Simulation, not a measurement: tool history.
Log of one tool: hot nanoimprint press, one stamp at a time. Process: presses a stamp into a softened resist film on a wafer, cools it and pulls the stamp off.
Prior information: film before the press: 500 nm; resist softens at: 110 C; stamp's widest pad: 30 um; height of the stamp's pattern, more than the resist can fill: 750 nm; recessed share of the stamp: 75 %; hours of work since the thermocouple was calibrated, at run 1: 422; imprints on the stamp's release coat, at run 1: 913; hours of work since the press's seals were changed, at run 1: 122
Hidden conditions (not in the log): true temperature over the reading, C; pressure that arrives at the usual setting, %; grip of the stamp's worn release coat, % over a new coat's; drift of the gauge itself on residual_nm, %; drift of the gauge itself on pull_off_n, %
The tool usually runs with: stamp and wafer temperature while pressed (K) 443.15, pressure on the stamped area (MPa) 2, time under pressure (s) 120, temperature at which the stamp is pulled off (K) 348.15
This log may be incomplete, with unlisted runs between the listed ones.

run,hour,stamp and wafer temperature while pressed (K),pressure on the stamped area (MPa),time under pressure (s),temperature at which the stamp is pulled off (K),hours of work since the thermocouple was calibrated,imprints on the stamp's release coat,hours of work since the press's seals were changed,resist left under the stamp's widest pad (angstrom),greatest force while the stamp is pulled off (N)
1,0,443.15,2,120,348.15,422,913,122,2502,255
2,17.1,443.15,2,120,348.15,434,950,134,2504,264
3,36.4,440.15,2,120,348.15,446,991,146,2792,263
4,47.4,440.15,2,120,348.15,454,1015,154,2777,263
5,69.5,440.15,2,120,348.15,469,1063,169,2768,270
6,91.5,440.15,2,120,348.15,483,1110,183,2803,275
# hour 95.9: plate thermocouple calibrated
7,111.8,443.15,2,120,348.15,11,1148,195,2570,281
# hour 129.4: stamp cleaned and given a new release coat
8,138.5,443.15,2,120,348.15,24,19,209,2585,214
9,149.7,454.15,2,120,348.15,32,43,216,1742,219
10,166.8,454.15,2,120,347.15,43,80,228,1740,224
11,179,454.15,2,120,347.15,52,107,236,1739,229
12,192.7,454.15,2,120,347.15,61,136,245,1747,226
13,201.7,445.15,2,120,350.15,67,155,251,2406,221
14,211.6,445.15,2,120,350.15,73,177,258,2418,224
# hour 229.3: plate thermocouple calibrated, once more
15,232.6,445.15,2,115,350.15,2,216,270,2265,221
16,241.9,432.15,2,120,346.15,8,236,276,3495,235
17,257.1,443.15,1.79,238,348.15,19,268,286,1978,229
18,271.1,443.15,1.79,238,348.15,28,299,295,1988,230
19,292.2,443.15,1.79,152,337.15,42,344,310,2342,252
20,304.5,443.15,2,189,340.15,50,371,318,2052,243
21,315.7,449.15,2.19,120,348.15,58,395,325,1865,232
22,325,433.15,2.15,83,343.15,64,415,331,3654,240
23,347,443.15,2,90,352.15,79,462,346,2663,230
24,365.8,443.15,2,122,344.15,91,503,359,2399,249

Take each entry between the runs: how does the hidden state at the last listed run before it differ from the hidden state at the first listed run after it?
After run 6, before run 7: plate thermocouple calibrated (hour 95.9)
  true temperature over the reading, C: -1.15 -> -1.86; pressure that arrives at the usual setting, %: 99.02 -> 98.96; grip of the stamp's worn release coat, % over a new coat's: 24.6 -> 25.5
  the result without the hidden state subtracted from the measured one, resist left under the stamp's widest pad (angstrom): +124 -> +179; greatest force while the stamp is pulled off (N): +57 -> +60
After run 7, before run 8: stamp cleaned and given a new release coat (hour 129.4)
  true temperature over the reading, C: -1.86 -> -1.89; pressure that arrives at the usual setting, %: 98.96 -> 98.89; grip of the stamp's worn release coat, % over a new coat's: 25.5 -> 0.4
  the result without the hidden state subtracted from the measured one, resist left under the stamp's widest pad (angstrom): +179 -> +183; greatest force while the stamp is pulled off (N): +60 -> +4
After run 14, before run 15: plate thermocouple calibrated, once more (hour 229.3)
  true temperature over the reading, C: -1.99 -> 0.09; pressure that arrives at the usual setting, %: 98.63 -> 98.57; grip of the stamp's worn release coat, % over a new coat's: 3.8 -> 4.6
  the result without the hidden state subtracted from the measured one, resist left under the stamp's widest pad (angstrom): +183 -> +9; greatest force while the stamp is pulled off (N): +11 -> +10
